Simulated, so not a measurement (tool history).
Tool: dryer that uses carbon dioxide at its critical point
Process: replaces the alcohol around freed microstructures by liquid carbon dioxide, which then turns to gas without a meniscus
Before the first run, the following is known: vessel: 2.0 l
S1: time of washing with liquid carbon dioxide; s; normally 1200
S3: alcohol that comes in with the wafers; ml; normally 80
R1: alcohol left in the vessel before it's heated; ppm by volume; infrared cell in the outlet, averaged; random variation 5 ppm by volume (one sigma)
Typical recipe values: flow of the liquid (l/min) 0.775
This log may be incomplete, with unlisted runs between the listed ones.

run 1 hour=0 | S1=1200 flow_of_the_liquid_(l/min)=0.775 S3=80 | R1=101
run 2 hour=28.3 | S1=1200 flow_of_the_liquid_(l/min)=0.775 S3=80 | R1=111
run 3 hour=50.5 | S1=1200 flow_of_the_liquid_(l/min)=0.665 S3=80 | R1=208
run 4 hour=75.6 | S1=1200 flow_of_the_liquid_(l/min)=0.943 S3=80 | R1=61
run 5 hour=107.3 | S1=1200 flow_of_the_liquid_(l/min)=0.943 S3=80 | R1=64
-- hour=135.7 inlet filter changed
run 6 hour=137.6 | S1=1200 flow_of_the_liquid_(l/min)=0.943 S3=78 | R1=59
run 7 hour=161.7 | S1=1200 flow_of_the_liquid_(l/min)=0.775 S3=80 | R1=82
run 8 hour=179.6 | S1=960 flow_of_the_liquid_(l/min)=0.775 S3=80 | R1=175
run 9 hour=207 | S1=1500 flow_of_the_liquid_(l/min)=0.775 S3=80 | R1=67
run 10 hour=241.7 | S1=1500 flow_of_the_liquid_(l/min)=0.775 S3=80 | R1=54
run 11 hour=272.4 | S1=1200 flow_of_the_liquid_(l/min)=0.775 S3=21 | R1=78
run 12 hour=294 | S1=1200 flow_of_the_liquid_(l/min)=1.014 S3=80 | R1=70
run 13 hour=327.8 | S1=1320 flow_of_the_liquid_(l/min)=1.06 S3=80 | R1=64
run 14 hour=352.8 | S1=1200 flow_of_the_liquid_(l/min)=0.565 S3=45 | R1=201
run 15 hour=372.1 | S1=1200 flow_of_the_liquid_(l/min)=0.673 S3=80 | R1=174
run 16 hour=401.5 | S1=1560 flow_of_the_liquid_(l/min)=0.611 S3=26 | R1=81
run 17 hour=429.3 | S1=1560 flow_of_the_liquid_(l/min)=0.611 S3=26 | R1=80
run 18 hour=457 | S1=1560 flow_of_the_liquid_(l/min)=1.161 S3=27 | R1=69
run 19 hour=489.3 | S1=1200 flow_of_the_liquid_(l/min)=0.775 S3=59 | R1=120
run 20 hour=509.2 | S1=1200 flow_of_the_liquid_(l/min)=0.775 S3=59 | R1=119
run 21 hour=544.4 | S1=840 flow_of_the_liquid_(l/min)=0.899 S3=76 | R1=315
run 22 hour=573.3 | S1=840 flow_of_the_liquid_(l/min)=0.899 S3=76 | R1=318
-- hour=600.5 inlet filter changed
run 23 hour=601.8 | S1=1620 flow_of_the_liquid_(l/min)=0.484 S3=76 | R1=160
run 24 hour=619 | S1=1620 flow_of_the_liquid_(l/min)=0.484 S3=76 | R1=157

Pick out some run-to-run changes in R1. Of each, how much would a tool without hidden state show as well, from the settings, what came in and chance, and how much is left for the hidden state and any gauge scatter not in both results compared?
Hidden state at play: flow that reaches the vessel past the clogged filter, %; alcohol in the recycled carbon dioxide, ppm; drift of the gauge itself on alcohol_ppm, %.
Run 20 -> 21: S1 1200 -> 840, flow of the liquid (l/min) 0.775 -> 0.899, S3 59 -> 76. R1 +196 ppm by volume: hidden state +98, all else +98.
Run 22 -> 23: S1 840 -> 1620, flow of the liquid (l/min) 0.899 -> 0.484, inlet filter changed. R1 -158 ppm by volume: hidden state -125, all else -33.

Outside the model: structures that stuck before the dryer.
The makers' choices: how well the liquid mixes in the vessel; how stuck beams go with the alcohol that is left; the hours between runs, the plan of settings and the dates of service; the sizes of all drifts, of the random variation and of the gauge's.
